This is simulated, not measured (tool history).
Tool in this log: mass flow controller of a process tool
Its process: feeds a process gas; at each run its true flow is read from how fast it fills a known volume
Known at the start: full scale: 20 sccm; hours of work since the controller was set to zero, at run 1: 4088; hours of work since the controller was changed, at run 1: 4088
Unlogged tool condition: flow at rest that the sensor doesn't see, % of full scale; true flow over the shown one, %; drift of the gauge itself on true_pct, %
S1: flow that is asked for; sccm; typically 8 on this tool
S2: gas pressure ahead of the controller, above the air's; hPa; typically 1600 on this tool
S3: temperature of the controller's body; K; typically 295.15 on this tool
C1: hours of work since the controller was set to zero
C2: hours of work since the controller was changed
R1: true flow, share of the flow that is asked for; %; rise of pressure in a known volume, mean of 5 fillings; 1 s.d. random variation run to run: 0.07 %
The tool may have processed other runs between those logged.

run	day	S1	S2	S3	C1	C2	R1
1	0.000	8	1600	295.15	4088	4088	98.51
2	9.292	8	1600	295.15	4204	4204	98.52
3	16.633	8	1600	305.15	4296	4296	97.85
4	24.862	8	1600	295.15	4399	4399	98.51
5	32.679	8	2580	295.15	4496	4496	97.94
6	42.888	8	2580	295.15	4624	4624	98.10
7	50.346	8	2580	302.15	4717	4717	97.48
8	60.367	19	1600	295.15	4843	4843	99.01
# day 60.842: controller's zero set anew
9	66.950	3	2510	295.15	76	4925	99.61
10	74.438	3	2210	300.15	170	5018	99.36
11	80.933	8	1860	306.15	251	5099	97.72
12	86.554	8	1860	306.15	321	5170	97.85
13	95.154	14	1850	306.15	429	5277	97.71

Forecast each of these 4 alternatives for the next run:
A	101.271	3	1600	295.15	505	5354	?
B	101.271	13	1690	295.15	505	5354	?
C	101.271	9	2100	304.15	505	5354	?
D	101.271	3	1940	303.15	505	5354	?

run	R1
A	100.12
B	98.53
C	97.73
D	99.40
Take away the tool's hidden state, keep each run's random variation, and the runs would have read:
run	R1
A	98.67
B	99.61
C	98.48
D	97.94
